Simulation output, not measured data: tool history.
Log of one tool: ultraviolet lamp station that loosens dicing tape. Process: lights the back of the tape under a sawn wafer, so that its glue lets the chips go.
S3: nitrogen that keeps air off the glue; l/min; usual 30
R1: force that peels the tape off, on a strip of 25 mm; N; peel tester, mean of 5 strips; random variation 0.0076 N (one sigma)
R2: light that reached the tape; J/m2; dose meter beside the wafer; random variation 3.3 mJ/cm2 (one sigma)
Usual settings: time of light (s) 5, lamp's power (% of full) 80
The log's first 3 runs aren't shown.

run 4 day=1.033 | time_of_light_(s)=5 lamp's_power_(%_of_full)=80 S3=30 | R1=0.289 R2=5170
run 5 day=1.492 | time_of_light_(s)=5 lamp's_power_(%_of_full)=80 S3=10 | R1=0.565 R2=5190
run 6 day=1.712 | time_of_light_(s)=5 lamp's_power_(%_of_full)=80 S3=10 | R1=0.554 R2=5190
run 7 day=2.188 | time_of_light_(s)=5 lamp's_power_(%_of_full)=60 S3=30 | R1=0.535 R2=3880
run 8 day=2.554 | time_of_light_(s)=5 lamp's_power_(%_of_full)=77 S3=30 | R1=0.302 R2=4960
run 9 day=2.992 | time_of_light_(s)=5 lamp's_power_(%_of_full)=77 S3=30 | R1=0.308 R2=4960
run 10 day=3.508 | time_of_light_(s)=5 lamp's_power_(%_of_full)=80 S3=26 | R1=0.286 R2=5200
run 11 day=3.867 | time_of_light_(s)=5 lamp's_power_(%_of_full)=80 S3=39 | R1=0.258 R2=5150
run 12 day=4.308 | time_of_light_(s)=5 lamp's_power_(%_of_full)=80 S3=39 | R1=0.265 R2=5190
run 13 day=4.662 | time_of_light_(s)=5 lamp's_power_(%_of_full)=80 S3=39 | R1=0.261 R2=5190
run 14 day=5.075 | time_of_light_(s)=5 lamp's_power_(%_of_full)=67 S3=30 | R1=0.414 R2=4400
run 15 day=5.579 | time_of_light_(s)=5 lamp's_power_(%_of_full)=80 S3=30 | R1=0.29 R2=5210
run 16 day=5.9 | time_of_light_(s)=7 lamp's_power_(%_of_full)=80 S3=30 | R1=0.18 R2=7280
run 17 day=6.292 | time_of_light_(s)=5 lamp's_power_(%_of_full)=73 S3=30 | R1=0.342 R2=4690
run 18 day=6.712 | time_of_light_(s)=3 lamp's_power_(%_of_full)=73 S3=30 | R1=1.081 R2=2820
run 19 day=7.058 | time_of_light_(s)=3 lamp's_power_(%_of_full)=73 S3=30 | R1=1.024 R2=2890
run 20 day=7.288 | time_of_light_(s)=3 lamp's_power_(%_of_full)=80 S3=30 | R1=0.889 R2=3080
run 21 day=7.588 | time_of_light_(s)=3 lamp's_power_(%_of_full)=80 S3=30 | R1=0.871 R2=3110
run 22 day=8.088 | time_of_light_(s)=4 lamp's_power_(%_of_full)=80 S3=23 | R1=0.544 R2=4150

Forecast run 23:
run 23 day=8.429 | time_of_light_(s)=8 lamp's_power_(%_of_full)=80 S3=28 | R1=? R2=?

{"run 23": {"R1": 0.171, "R2": 8370}}
Without the tool's hidden state the same run would have given R1 0.171 N, R2 8380 J/m2.
